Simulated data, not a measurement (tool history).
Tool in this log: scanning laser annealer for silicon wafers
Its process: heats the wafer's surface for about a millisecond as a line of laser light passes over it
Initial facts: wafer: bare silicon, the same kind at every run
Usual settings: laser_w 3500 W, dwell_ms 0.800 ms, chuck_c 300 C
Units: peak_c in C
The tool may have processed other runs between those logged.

run 1 day=0.000 | laser_w=3500 dwell_ms=0.800 chuck_c=300 | peak_c=1055
run 2 day=1.321 | laser_w=3500 dwell_ms=0.800 chuck_c=300 | peak_c=1053
run 3 day=2.571 | laser_w=3500 dwell_ms=0.800 chuck_c=300 | peak_c=1048
run 4 day=4.208 | laser_w=3500 dwell_ms=0.800 chuck_c=300 | peak_c=1053
run 5 day=5.425 | laser_w=3500 dwell_ms=1.000 chuck_c=300 | peak_c=1123
run 6 day=6.854 | laser_w=3500 dwell_ms=0.800 chuck_c=300 | peak_c=1047
run 7 day=7.900 | laser_w=3500 dwell_ms=0.800 chuck_c=300 | peak_c=1046
run 8 day=9.675 | laser_w=3500 dwell_ms=0.800 chuck_c=300 | peak_c=1041
run 9 day=11.383 | laser_w=3500 dwell_ms=0.800 chuck_c=300 | peak_c=1042
run 10 day=12.812 | laser_w=3500 dwell_ms=0.800 chuck_c=300 | peak_c=1042
run 11 day=13.796 | laser_w=3727 dwell_ms=0.800 chuck_c=300 | peak_c=1091
run 12 day=14.621 | laser_w=3727 dwell_ms=0.800 chuck_c=300 | peak_c=1093
run 13 day=16.442 | laser_w=3727 dwell_ms=0.800 chuck_c=300 | peak_c=1093
run 14 day=17.292 | laser_w=3018 dwell_ms=0.884 chuck_c=324 | peak_c=978
run 15 day=18.596 | laser_w=3018 dwell_ms=0.884 chuck_c=327 | peak_c=984
run 16 day=19.592 | laser_w=3018 dwell_ms=0.884 chuck_c=327 | peak_c=980
run 17 day=20.933 | laser_w=3678 dwell_ms=0.637 chuck_c=287 | peak_c=988
run 18 day=22.171 | laser_w=3043 dwell_ms=0.758 chuck_c=264 | peak_c=880
run 19 day=23.167 | laser_w=3797 dwell_ms=0.814 chuck_c=337 | peak_c=1146
run 20 day=24.954 | laser_w=3797 dwell_ms=0.814 chuck_c=337 | peak_c=1141
-- day=25.175 window over the wafer cleaned
run 21 day=26.975 | laser_w=3603 dwell_ms=0.946 chuck_c=264 | peak_c=1118
run 22 day=28.325 | laser_w=3603 dwell_ms=0.946 chuck_c=264 | peak_c=1117
run 23 day=30.192 | laser_w=3603 dwell_ms=0.946 chuck_c=264 | peak_c=1109
run 24 day=31.708 | laser_w=3603 dwell_ms=0.946 chuck_c=264 | peak_c=1105

The logged runs with the hidden state left out (each run's random variation unchanged):
Hidden state present: light that passes the window, % of a clean one's; laser's true power over the reading, %; width of the line over the set one, %; drift of the gauge itself on peak_c, C.
run=1 peak_c=1090
run=2 peak_c=1089
run=3 peak_c=1085
run=4 peak_c=1092
run=5 peak_c=1167
run=6 peak_c=1088
run=7 peak_c=1088
run=8 peak_c=1085
run=9 peak_c=1087
run=10 peak_c=1088
run=11 peak_c=1141
run=12 peak_c=1144
run=13 peak_c=1145
run=14 peak_c=1023
run=15 peak_c=1029
run=16 peak_c=1026
run=17 peak_c=1040
run=18 peak_c=926
run=19 peak_c=1207
run=20 peak_c=1203
run=21 peak_c=1141
run=22 peak_c=1141
run=23 peak_c=1135
run=24 peak_c=1132

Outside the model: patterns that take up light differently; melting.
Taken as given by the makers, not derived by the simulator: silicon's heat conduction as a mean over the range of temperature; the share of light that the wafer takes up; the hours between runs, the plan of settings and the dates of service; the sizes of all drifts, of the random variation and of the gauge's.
